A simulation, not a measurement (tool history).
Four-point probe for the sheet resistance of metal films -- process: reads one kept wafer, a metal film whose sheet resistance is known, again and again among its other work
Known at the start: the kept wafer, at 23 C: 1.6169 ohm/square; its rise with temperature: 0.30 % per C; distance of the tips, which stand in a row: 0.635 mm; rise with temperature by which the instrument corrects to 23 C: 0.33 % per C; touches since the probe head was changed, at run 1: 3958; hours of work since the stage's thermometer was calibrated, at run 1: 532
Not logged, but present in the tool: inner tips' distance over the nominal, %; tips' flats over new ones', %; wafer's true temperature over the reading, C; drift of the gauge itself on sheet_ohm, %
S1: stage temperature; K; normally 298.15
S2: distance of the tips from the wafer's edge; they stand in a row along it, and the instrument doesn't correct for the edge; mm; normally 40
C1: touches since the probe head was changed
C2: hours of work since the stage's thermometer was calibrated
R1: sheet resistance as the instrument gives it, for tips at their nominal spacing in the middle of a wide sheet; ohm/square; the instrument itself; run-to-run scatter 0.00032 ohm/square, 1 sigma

run 1 hour=0 | S1=298.15 S2=40 | C1=3958 C2=532 | R1=1.623988
run 2 hour=37.2 | S1=298.15 S2=40 | C1=4866 C2=556 | R1=1.623533
run 3 hour=74 | S1=298.15 S2=40 | C1=5766 C2=579 | R1=1.623868
run 4 hour=101.5 | S1=299.15 S2=40 | C1=6436 C2=596 | R1=1.622778
run 5 hour=135.2 | S1=299.15 S2=40 | C1=7260 C2=618 | R1=1.62301
run 6 hour=170.5 | S1=300.15 S2=40 | C1=8121 C2=640 | R1=1.622911
run 7 hour=201.5 | S1=308.15 S2=40 | C1=8876 C2=660 | R1=1.619337
run 8 hour=239.4 | S1=295.15 S2=40 | C1=9802 C2=684 | R1=1.625607
run 9 hour=274.2 | S1=295.15 S2=40 | C1=10652 C2=706 | R1=1.625304
run 10 hour=323.6 | S1=295.15 S2=40 | C1=11857 C2=737 | R1=1.625517
run 11 hour=376.6 | S1=295.15 S2=40 | C1=13152 C2=771 | R1=1.625176
run 12 hour=406.2 | S1=291.15 S2=40 | C1=13873 C2=790 | R1=1.627708
run 13 hour=436 | S1=291.15 S2=40 | C1=14602 C2=808 | R1=1.627485
run 14 hour=468.1 | S1=291.15 S2=40 | C1=15386 C2=829 | R1=1.627379
run 15 hour=522.1 | S1=291.15 S2=40 | C1=16702 C2=863 | R1=1.627836
run 16 hour=546.6 | S1=291.15 S2=40 | C1=17300 C2=878 | R1=1.628025
run 17 hour=576.4 | S1=291.15 S2=40 | C1=18028 C2=897 | R1=1.627743
run 18 hour=606.4 | S1=291.15 S2=40 | C1=18760 C2=916 | R1=1.628419
run 19 hour=657.6 | S1=291.15 S2=40 | C1=20011 C2=949 | R1=1.627453
run 20 hour=703.7 | S1=298.15 S2=49 | C1=21137 C2=978 | R1=1.624217
run 21 hour=740.5 | S1=302.15 S2=5 | C1=22035 C2=1001 | R1=1.63659
run 22 hour=771.9 | S1=307.15 S2=6 | C1=22802 C2=1021 | R1=1.630421
run 23 hour=825.5 | S1=299.15 S2=63 | C1=24110 C2=1055 | R1=1.624124
run 24 hour=858.5 | S1=306.15 S2=11 | C1=24916 C2=1076 | R1=1.623813
-- hour=863.2 stage's thermometer calibrated
run 25 hour=894.6 | S1=306.15 S2=71 | C1=25785 C2=20 | R1=1.621452
run 26 hour=930.5 | S1=298.15 S2=8 | C1=26659 C2=43 | R1=1.630911
-- hour=971.8 stage's thermometer calibrated, once more
run 27 hour=974.8 | S1=307.15 S2=9 | C1=27729 C2=2 | R1=1.624102
run 28 hour=1005.4 | S1=299.15 S2=74 | C1=28476 C2=21 | R1=1.623262
run 29 hour=1049.3 | S1=299.15 S2=74 | C1=29547 C2=49 | R1=1.623648
run 30 hour=1085.8 | S1=299.15 S2=74 | C1=30440 C2=72 | R1=1.623295
run 31 hour=1122.3 | S1=292.15 S2=73 | C1=31331 C2=95 | R1=1.626938
run 32 hour=1171.6 | S1=292.15 S2=15 | C1=32533 C2=127 | R1=1.628307
run 33 hour=1223.2 | S1=292.15 S2=15 | C1=33794 C2=159 | R1=1.628527
run 34 hour=1270.7 | S1=293.15 S2=9 | C1=34953 C2=189 | R1=1.630813

Below are 3 alternative next runs, each starting from the tool's condition after run 34. Predict each:
run A hour=1313.7 | S1=301.15 S2=7 | C1=36003 C2=217 | R1=?
run B hour=1313.7 | S1=294.15 S2=3 | C1=36003 C2=217 | R1=?
run C hour=1313.7 | S1=303.15 S2=5 | C1=36003 C2=217 | R1=?

run=A R1=1.629595
run=B R1=1.66471
run=C R1=1.636211
Had the tool no hidden state, the same runs would have come out as:
run=A R1=1.621504
run=B R1=1.656451
run=C R1=1.628091
